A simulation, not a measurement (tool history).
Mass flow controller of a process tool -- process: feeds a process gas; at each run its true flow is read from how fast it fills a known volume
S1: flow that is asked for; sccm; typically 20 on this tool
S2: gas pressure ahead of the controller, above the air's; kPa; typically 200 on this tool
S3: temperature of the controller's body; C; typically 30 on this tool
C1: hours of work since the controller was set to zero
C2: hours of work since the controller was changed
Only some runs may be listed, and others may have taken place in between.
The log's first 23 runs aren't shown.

Run 24, hour 7820.4: usual settings but S1 44 sccm, S2 218 kPa, S3 25 C; C1 3882; C2 3882. Result: true flow (%) 96.7.
Run 25, hour 8021.6: usual settings but S2 258 kPa; C1 4029; C2 4029. Result: true flow (%) 93.89.
Run 26, hour 8259.8: usual settings but S2 258 kPa; C1 4203; C2 4203. Result: true flow (%) 93.83.
Run 27, hour 8543: usual settings but S2 148 kPa, S3 23 C; C1 4410; C2 4410. Result: true flow (%) 93.62.
Run 28, hour 8760.1: usual settings but S2 148 kPa, S3 23 C; C1 4569; C2 4569. Result: true flow (%) 93.35.
At hour 8804.3: controller's zero set anew.
Run 29, hour 9181.2: usual settings but S1 37 sccm, S2 237 kPa; C1 276; C2 4877. Result: true flow (%) 97.06.
Run 30, hour 9468.2: usual settings but S1 12 sccm, S2 150 kPa, S3 22 C; C1 486; C2 5087. Result: true flow (%) 95.11.
Run 31, hour 9805.8: usual settings but S1 42 sccm, S2 210 kPa, S3 32 C; C1 733; C2 5334. Result: true flow (%) 97.19.
Run 32, hour 10161.5: usual settings but S1 42 sccm, S2 210 kPa, S3 32 C; C1 993; C2 5595. Result: true flow (%) 96.98.
Run 33, hour 10540.7: usual settings but S1 38 sccm, S2 151 kPa, S3 33 C; C1 1271; C2 5872. Result: true flow (%) 96.74.
Run 34, hour 10975.2: usual settings but S1 12 sccm, S2 247 kPa; C1 1589; C2 6190. Result: true flow (%) 93.42.
Run 35, hour 11233.7: usual settings but S1 12 sccm, S2 247 kPa; C1 1778; C2 6380. Result: true flow (%) 93.21.
Run 36, hour 11485.2: usual settings but S1 10 sccm, S2 171 kPa, S3 34 C; C1 1962; C2 6564. Result: true flow (%) 92.81.
Run 37, hour 11944.9: usual settings but S1 35 sccm, S2 237 kPa, S3 34 C; C1 2299; C2 6900. Result: true flow (%) 95.36.
Run 38, hour 12375.9: usual settings but S2 194 kPa; C1 2614; C2 7216. Result: true flow (%) 93.44.
Run 39, hour 12612.5: usual settings but S1 6 sccm, S2 205 kPa, S3 22 C; C1 2787; C2 7389. Result: true flow (%) 87.84.
Run 40, hour 13023.4: usual settings but S1 6 sccm, S2 205 kPa, S3 22 C; C1 3088; C2 7689. Result: true flow (%) 86.96.

Here are 4 independent what-if runs from the current tool condition. What would each one return?
Run A, hour 13311.7: usual settings but S1 12 sccm, S2 197 kPa, S3 39 C; C1 3299; C2 7900. Result: true flow (%) ?.
Run B, hour 13311.7: usual settings but S3 24 C; C1 3299; C2 7900. Result: true flow (%) ?.
Run C, hour 13311.7: usual settings but S1 39 sccm, S2 259 kPa, S3 24 C; C1 3299; C2 7900. Result: true flow (%) ?.
Run D, hour 13311.7: usual settings but S1 10 sccm, S2 187 kPa, S3 26 C; C1 3299; C2 7900. Result: true flow (%) ?.

run  true flow (%)
  A          91.23
  B          92.58
  C           94.3
  D          89.92
What these runs would have given with no unlogged condition in the tool:
run  true flow (%)
  A          98.77
  B          98.63
  C          99.26
  D           98.2
